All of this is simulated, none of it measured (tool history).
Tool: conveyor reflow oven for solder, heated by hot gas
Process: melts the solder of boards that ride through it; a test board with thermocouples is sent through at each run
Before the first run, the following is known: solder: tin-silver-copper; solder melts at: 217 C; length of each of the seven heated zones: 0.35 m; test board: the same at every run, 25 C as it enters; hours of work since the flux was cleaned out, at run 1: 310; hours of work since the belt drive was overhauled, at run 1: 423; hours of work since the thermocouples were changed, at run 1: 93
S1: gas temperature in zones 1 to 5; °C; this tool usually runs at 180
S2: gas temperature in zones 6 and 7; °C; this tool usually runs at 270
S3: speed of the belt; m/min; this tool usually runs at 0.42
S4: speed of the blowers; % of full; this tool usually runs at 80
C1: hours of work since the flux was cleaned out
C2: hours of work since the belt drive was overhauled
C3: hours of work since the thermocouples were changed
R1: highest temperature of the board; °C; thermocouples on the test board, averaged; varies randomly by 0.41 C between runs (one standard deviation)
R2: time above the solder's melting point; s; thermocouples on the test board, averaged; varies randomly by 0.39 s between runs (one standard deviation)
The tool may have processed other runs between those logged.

| run | hour | S1 | S2 | S3 | S4 | C1 | C2 | C3 | R1 | R2 |
|---|---|---|---|---|---|---|---|---|---|---|
| 1 | 0 | 180 | 270 | 0.42 | 80 | 310 | 423 | 93 | 255 | 81.9 |
| 2 | 51.1 | 180 | 270 | 0.42 | 80 | 341 | 454 | 124 | 254.7 | 80.8 |
| 3 | 97.5 | 180 | 270 | 0.42 | 80 | 369 | 483 | 152 | 254.9 | 81.7 |
| 4 | 165.7 | 180 | 270 | 0.42 | 80 | 411 | 524 | 194 | 254.6 | 81.1 |
| 5 | 224.7 | 181 | 270 | 0.42 | 80 | 447 | 560 | 230 | 254.3 | 81.6 |
|  | 246.3 | flux residue cleaned out of gas plates and filters |
| 6 | 292.4 | 181 | 270 | 0.42 | 80 | 28 | 598 | 268 | 252.1 | 78.4 |
| 7 | 336.9 | 181 | 270 | 0.42 | 59 | 55 | 626 | 295 | 245.6 | 69.5 |
| 8 | 376.5 | 181 | 270 | 0.42 | 59 | 79 | 650 | 319 | 245.4 | 69.4 |
| 9 | 422.4 | 181 | 270 | 0.42 | 59 | 107 | 678 | 347 | 245.5 | 69.3 |
|  | 457.8 | flux residue cleaned out of gas plates and filters, once more |
| 10 | 457.8 | 181 | 270 | 0.42 | 59 | 0 | 696 | 366 | 251.5 | 78.2 |
| 11 | 487.2 | 180 | 270 | 0.42 | 80 | 18 | 714 | 384 | 257.4 | 84 |
| 12 | 519.7 | 184 | 270 | 0.42 | 80 | 38 | 734 | 404 | 257.4 | 86.7 |
| 13 | 582.2 | 184 | 270 | 0.42 | 80 | 76 | 772 | 442 | 257.7 | 87 |
| 14 | 645.7 | 184 | 270 | 0.42 | 80 | 115 | 811 | 481 | 256.9 | 86.4 |
| 15 | 711 | 184 | 270 | 0.42 | 80 | 155 | 851 | 521 | 256.4 | 86.9 |
| 16 | 740.3 | 184 | 270 | 0.42 | 80 | 172 | 869 | 538 | 256 | 85.9 |
| 17 | 787.6 | 184 | 270 | 0.391 | 52 | 201 | 898 | 567 | 250 | 84.4 |
| 18 | 841.9 | 184 | 258 | 0.349 | 52 | 234 | 931 | 600 | 243.1 | 87.9 |
| 19 | 874.3 | 169 | 271 | 0.421 | 52 | 254 | 950 | 620 | 244.3 | 63.1 |
|  | 911.2 | thermocouples of zones 6 and 7 changed |
| 20 | 938.2 | 180 | 282 | 0.402 | 80 | 292 | 988 | 16 | 267.4 | 96.6 |
| 21 | 990.4 | 187 | 264 | 0.422 | 75 | 324 | 1020 | 48 | 250 | 81.8 |
| 22 | 1056.1 | 187 | 264 | 0.422 | 75 | 364 | 1060 | 88 | 250.3 | 81.5 |
| 23 | 1108.4 | 180 | 270 | 0.452 | 70 | 396 | 1092 | 120 | 249.9 | 71.2 |
| 24 | 1138 | 176 | 283 | 0.407 | 61 | 414 | 1110 | 138 | 261.8 | 87.1 |
| 25 | 1204.7 | 184 | 283 | 0.455 | 61 | 455 | 1151 | 179 | 258.3 | 78.9 |
|  | 1215.9 | flux residue cleaned out of gas plates and filters |
| 26 | 1265.9 | 184 | 279 | 0.47 | 54 | 30 | 1185 | 213 | 254.2 | 72.8 |
| 27 | 1313.3 | 184 | 279 | 0.47 | 54 | 59 | 1214 | 242 | 253.7 | 73.2 |
| 28 | 1355.8 | 174 | 270 | 0.341 | 80 | 85 | 1240 | 268 | 261.5 | 108.7 |
| 29 | 1422.8 | 180 | 259 | 0.42 | 80 | 126 | 1281 | 309 | 248.2 | 76.8 |
| 30 | 1460.6 | 180 | 259 | 0.42 | 80 | 149 | 1304 | 332 | 247 | 77 |
| 31 | 1511.8 | 180 | 270 | 0.406 | 80 | 181 | 1335 | 363 | 257.3 | 89.1 |

Hidden state or all else? Some run-to-run changes of R1, split into what the settings, what came in and random variation would give without the hidden state, and what is left for the hidden state (with any gauge scatter that isn't in both results):
Hidden state present: heat that the gas passes to the board, % of a clean oven's; belt's true speed, % of the reading; true gas temperature in zones 6 and 7 over the reading, C; drift of the gauge itself on peak_c, C; drift of the gauge itself on liquid_s, %.
Run 5 -> 6: flux residue cleaned out of gas plates and filters. R1 -2.2 °C: hidden state -2.8, all else +0.6.
Run 9 -> 10: flux residue cleaned out of gas plates and filters, once more. R1 +6 °C: hidden state +6, all else +0.
Run 19 -> 20: S1 169 -> 180, S2 271 -> 282, S3 0.421 -> 0.402, S4 52 -> 80, thermocouples of zones 6 and 7 changed. R1 +23.1 °C: hidden state +0.2, all else +22.9.
Run 20 -> 21: S1 180 -> 187, S2 282 -> 264, S3 0.402 -> 0.422, S4 80 -> 75. R1 -17.4 °C: hidden state +0.1, all else -17.5.
Run 25 -> 26: S2 283 -> 279, S3 0.455 -> 0.47, S4 61 -> 54, flux residue cleaned out of gas plates and filters. R1 -4.1 °C: hidden state +3.8, all else -7.9.
Run 28 -> 29: S1 174 -> 180, S2 270 -> 259, S3 0.341 -> 0.42. R1 -13.3 °C: hidden state -0.4, all else -12.9.
